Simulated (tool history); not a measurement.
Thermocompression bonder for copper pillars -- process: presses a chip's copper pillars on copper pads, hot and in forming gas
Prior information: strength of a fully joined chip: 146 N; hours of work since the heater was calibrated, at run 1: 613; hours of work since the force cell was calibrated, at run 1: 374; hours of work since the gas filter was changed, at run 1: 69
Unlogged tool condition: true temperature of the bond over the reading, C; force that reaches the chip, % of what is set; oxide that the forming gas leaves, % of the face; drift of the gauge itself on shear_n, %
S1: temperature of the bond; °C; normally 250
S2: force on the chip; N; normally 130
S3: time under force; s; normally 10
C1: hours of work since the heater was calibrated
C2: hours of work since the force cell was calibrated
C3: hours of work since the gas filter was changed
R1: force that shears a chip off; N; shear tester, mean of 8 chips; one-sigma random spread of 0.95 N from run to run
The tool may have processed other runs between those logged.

run	hour	S1	S2	S3	C1	C2	C3	R1
1	0	250	130	10	613	374	69	85.4
2	15.4	250	130	10	623	385	79	86.7
3	24.2	250	130	10	629	391	86	85.7
4	36.4	231	130	10	638	400	94	67.6
5	43.1	231	130	7	643	404	99	62.4
6	50.3	231	130	7	648	410	104	60.4
# hour 56: forming gas filter changed
7	64.2	250	130	21	657	419	6	105.9
8	75.4	253	130	21	665	427	14	107.9
9	88.1	250	130	10	674	436	22	86.2
10	99.1	250	130	10	681	443	30	87.4
11	107.7	250	130	10	687	449	36	86.2
12	118.1	250	130	10	695	457	43	87.4
13	133	250	130	10	705	467	54	86.5
14	140.3	250	130	11	710	472	59	89
15	153	250	120	10	719	481	68	81.3
16	160.6	250	120	10	724	486	73	81.4
17	176	250	120	10	735	497	84	82.8
18	183.6	250	84	10	740	502	89	61.5
19	193.6	250	96	10	747	509	96	69.6
20	200.1	250	130	10	752	514	101	85.8
# hour 210.2: forming gas filter changed
21	210.2	227	82	7	759	521	0	38.9
22	219	227	82	7	765	527	6	38.4
23	228.4	264	158	10	771	533	13	108.8
24	243.7	231	130	6	782	544	23	58.1
25	257.2	231	193	11	792	553	33	94.6
26	265.4	255	102	6	797	559	39	64.7
27	275.6	255	102	6	804	566	46	64.7
28	289.1	278	116	27	814	576	55	126.9
29	296.1	259	130	10	819	581	60	93.6
30	309.5	259	130	10	828	590	69	93
31	317.9	250	160	20	834	596	75	116.8
32	332.1	250	149	10	844	606	85	94.7
33	339.1	250	149	10	849	611	90	92.6
34	351	274	92	8	857	619	98	81.9
35	363	274	92	8	865	627	107	82.6
# hour 364.6: forming gas filter changed
36	373.1	274	190	11	872	634	6	129.4
37	387.9	274	190	11	883	644	16	128.3
38	402.2	274	166	7	892	654	26	112.9
39	408.7	258	166	9	897	659	31	105.9

Hidden condition of the tool, last listed run before each entry between runs versus first listed run after:
Run 6 -> run 7: forming gas filter changed (hour 56)
  oxide that the forming gas leaves, % of the face: 1.05 -> 0.53
Run 20 -> run 21: forming gas filter changed (hour 210.2)
  oxide that the forming gas leaves, % of the face: 0.99 -> 0.51
Run 35 -> run 36: forming gas filter changed (hour 364.6)
  oxide that the forming gas leaves, % of the face: 1.04 -> 0.54
